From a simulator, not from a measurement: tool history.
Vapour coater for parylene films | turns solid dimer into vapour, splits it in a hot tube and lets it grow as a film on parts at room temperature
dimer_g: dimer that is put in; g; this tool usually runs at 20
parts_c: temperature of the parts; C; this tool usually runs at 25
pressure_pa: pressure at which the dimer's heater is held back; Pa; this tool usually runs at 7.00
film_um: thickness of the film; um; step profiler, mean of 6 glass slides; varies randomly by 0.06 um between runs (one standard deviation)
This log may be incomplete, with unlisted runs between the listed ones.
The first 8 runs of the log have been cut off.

run	day	dimer_g	parts_c	pressure_pa	hours of work since the trap's valve was overhauled	hours of work since the table's thermometer was calibrated	film_um
9	6.250	20	25	7.00	250	453	10.87
10	7.112	8	25	7.00	259	462	4.37
11	7.617	20	25	5.22	264	468	11.11
12	8.271	20	25	5.22	271	475	11.15
13	9.175	20	25	5.22	280	484	11.28
14	9.712	20	25	5.22	286	490	11.19
15	10.650	20	25	8.62	296	500	10.54
16	11.275	20	25	8.62	303	506	10.59
17	12.167	36	25	4.56	312	516	20.38
# day 12.288: table's thermometer calibrated
18	12.762	12	21	7.00	318	5	7.10
19	13.458	12	21	7.00	325	12	7.05
# day 14.100: trap's valve overhauled
20	14.388	24	33	7.00	3	20	10.98
21	14.983	17	25	2.21	9	27	10.85
22	15.375	10	36	7.00	13	31	4.26

Expected results for the next run?
23	16.000	25	25	8.42	20	37	?

Run 23 yielded film_um 13.78 um.
Had the tool carried no hidden state, the very same run would have given film_um 14.11 um.
